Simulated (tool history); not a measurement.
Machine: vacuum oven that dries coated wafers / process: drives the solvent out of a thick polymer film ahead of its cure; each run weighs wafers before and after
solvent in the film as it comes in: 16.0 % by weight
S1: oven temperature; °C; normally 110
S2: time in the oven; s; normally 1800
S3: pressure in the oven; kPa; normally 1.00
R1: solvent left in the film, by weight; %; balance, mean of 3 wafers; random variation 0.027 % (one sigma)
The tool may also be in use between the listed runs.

run 1 hour=0.0 | S1=110 S2=1800 S3=1.00 | R1=1.02
run 2 hour=10.9 | S1=110 S2=1800 S3=2.22 | R1=1.49
run 3 hour=21.2 | S1=110 S2=1800 S3=2.22 | R1=1.53
run 4 hour=29.7 | S1=110 S2=1800 S3=1.00 | R1=1.05
run 5 hour=37.7 | S1=110 S2=1800 S3=1.00 | R1=1.09
run 6 hour=43.0 | S1=110 S2=1800 S3=1.00 | R1=1.01
run 7 hour=51.8 | S1=110 S2=1800 S3=1.00 | R1=1.02
run 8 hour=60.3 | S1=110 S2=1800 S3=1.00 | R1=1.03
run 9 hour=71.9 | S1=110 S2=1800 S3=1.00 | R1=1.03
run 10 hour=83.5 | S1=110 S2=1800 S3=1.00 | R1=1.10
run 11 hour=93.5 | S1=110 S2=1800 S3=1.00 | R1=1.08
run 12 hour=104.4 | S1=110 S2=1800 S3=1.00 | R1=1.04
run 13 hour=115.9 | S1=110 S2=1800 S3=1.00 | R1=0.98
run 14 hour=126.0 | S1=110 S2=1800 S3=1.00 | R1=1.04
run 15 hour=134.6 | S1=103 S2=1800 S3=1.00 | R1=1.80
run 16 hour=146.6 | S1=103 S2=1800 S3=1.00 | R1=1.83
run 17 hour=156.5 | S1=103 S2=1800 S3=1.00 | R1=1.83
run 18 hour=165.0 | S1=110 S2=1440 S3=1.00 | R1=1.62
run 19 hour=172.8 | S1=110 S2=1800 S3=1.00 | R1=1.05
run 20 hour=184.7 | S1=110 S2=1800 S3=1.00 | R1=1.07
run 21 hour=192.7 | S1=123 S2=1320 S3=1.85 | R1=0.82
run 22 hour=198.0 | S1=123 S2=1320 S3=1.85 | R1=0.82
run 23 hour=207.6 | S1=121 S2=1740 S3=3.26 | R1=1.01
run 24 hour=214.2 | S1=107 S2=1620 S3=1.62 | R1=1.85
run 25 hour=220.0 | S1=105 S2=1020 S3=1.88 | R1=4.02
run 26 hour=225.6 | S1=122 S2=1080 S3=1.14 | R1=1.09
run 27 hour=236.9 | S1=107 S2=1680 S3=0.59 | R1=1.42
run 28 hour=244.5 | S1=107 S2=2220 S3=1.18 | R1=0.97
run 29 hour=249.8 | S1=96 S2=1800 S3=0.56 | R1=2.75
run 30 hour=257.2 | S1=101 S2=1980 S3=1.43 | R1=2.01
run 31 hour=265.0 | S1=122 S2=1740 S3=1.00 | R1=0.39
run 32 hour=271.6 | S1=100 S2=960 S3=1.00 | R1=4.94
run 33 hour=283.5 | S1=108 S2=2400 S3=3.40 | R1=1.65
run 34 hour=288.4 | S1=108 S2=2400 S3=3.40 | R1=1.68
run 35 hour=296.3 | S1=108 S2=900 S3=3.22 | R1=4.37
run 36 hour=303.3 | S1=100 S2=1920 S3=0.92 | R1=2.03
run 37 hour=308.7 | S1=110 S2=1380 S3=0.93 | R1=1.71
run 38 hour=320.6 | S1=104 S2=1500 S3=2.82 | R1=3.05
run 39 hour=327.7 | S1=100 S2=2100 S3=2.53 | R1=2.55

4 options for the next run, each taken on its own from the tool as it stands now. Forecast them:
run A hour=336.5 | S1=100 S2=1440 S3=0.57 | R1=?
run B hour=336.5 | S1=109 S2=2100 S3=2.53 | R1=?
run C hour=336.5 | S1=112 S2=2700 S3=2.53 | R1=?
run D hour=336.5 | S1=101 S2=2100 S3=3.08 | R1=?

run=A R1=2.92
run=B R1=1.46
run=C R1=0.97
run=D R1=2.65
What these runs would have given with no unlogged condition in the tool:
run=A R1=2.91
run=B R1=1.46
run=C R1=0.97
run=D R1=2.64
